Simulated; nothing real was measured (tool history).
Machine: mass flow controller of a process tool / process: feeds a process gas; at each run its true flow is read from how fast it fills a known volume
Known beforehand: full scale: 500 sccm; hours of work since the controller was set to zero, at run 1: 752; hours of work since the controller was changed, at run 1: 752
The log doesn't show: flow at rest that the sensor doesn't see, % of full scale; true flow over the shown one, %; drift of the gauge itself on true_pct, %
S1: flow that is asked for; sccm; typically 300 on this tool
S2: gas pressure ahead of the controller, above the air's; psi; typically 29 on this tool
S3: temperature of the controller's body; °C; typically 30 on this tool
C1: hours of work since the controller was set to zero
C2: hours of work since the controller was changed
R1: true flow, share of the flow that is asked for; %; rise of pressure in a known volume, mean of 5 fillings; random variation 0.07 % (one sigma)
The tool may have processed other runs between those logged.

run,day,S1,S2,S3,C1,C2,R1
1,0,300,29,30,752,752,98.95
2,6.554,300,29,30,839,839,99.12
3,12.825,300,29,30,922,922,99.06
4,17.612,300,29,30,985,985,98.97
5,22.967,300,29,30,1055,1055,98.9
6,26.867,300,29.4,30,1107,1107,98.87
7,32.583,300,29.4,30,1182,1182,98.94
8,37,300,29,30,1241,1241,98.75
9,40.492,300,29,30,1287,1287,98.89
10,43.533,142,29,30,1327,1327,97.64
11,47.592,142,29,30,1380,1380,97.6
12,51.4,300,25.1,30,1431,1431,98.94
13,54.625,300,29,30,1473,1473,98.62
14,60.383,200,29,30,1549,1549,98.02
15,66.525,200,29,30,1630,1630,97.99
16,71.625,200,29,30,1697,1697,97.84
17,77.554,200,29,30,1776,1776,97.86
18,80.925,300,33.9,30,1820,1820,98.44
19,86.712,300,33.9,26,1896,1896,98.36
20,90.033,328,29,27,1940,1940,98.55
21,94.842,328,20.3,27,2004,2004,98.76
22,99.2,328,20.3,27,2061,2061,98.81
# day 99.875: controller's zero set anew
23,105.783,313,35,30,78,2148,97.86
24,111.733,174,28.6,35,156,2226,96.75
25,118.675,403,35.5,29,248,2318,98.44
26,124.012,402,37.4,39,318,2388,98.52
27,126.892,190,29,34,356,2426,96.92
28,133.208,89,31.6,32,440,2509,94.37
# day 135.167: controller's zero set anew, once more
29,137.25,300,21.9,39,28,2563,99.44
30,143.829,300,21.9,39,114,2649,99.26
31,150.633,300,21.9,39,204,2739,99.14
32,156.612,300,21.9,39,283,2818,99.18
33,161.304,141,37.4,25,345,2880,97.34
34,164.192,142,33.1,30,383,2918,97.56
35,169.308,90,33.1,30,450,2985,97.09
36,173.212,300,25.2,29,502,3037,98.76
37,176.625,265,30.6,20,547,3082,98.11

What if the next run were any one of these 3? Each begins from the tool's condition after run 37:
A,183.025,159,37.4,35,631,3166,?
B,183.025,138,24.5,30,631,3166,?
C,183.025,89,28.6,30,631,3166,?

run,R1
A,97.56
B,97.73
C,97.28
The same runs, with their run-to-run variation unchanged, on a tool lacking any hidden condition would have given:
run,R1
A,98.52
B,98.75
C,98.57
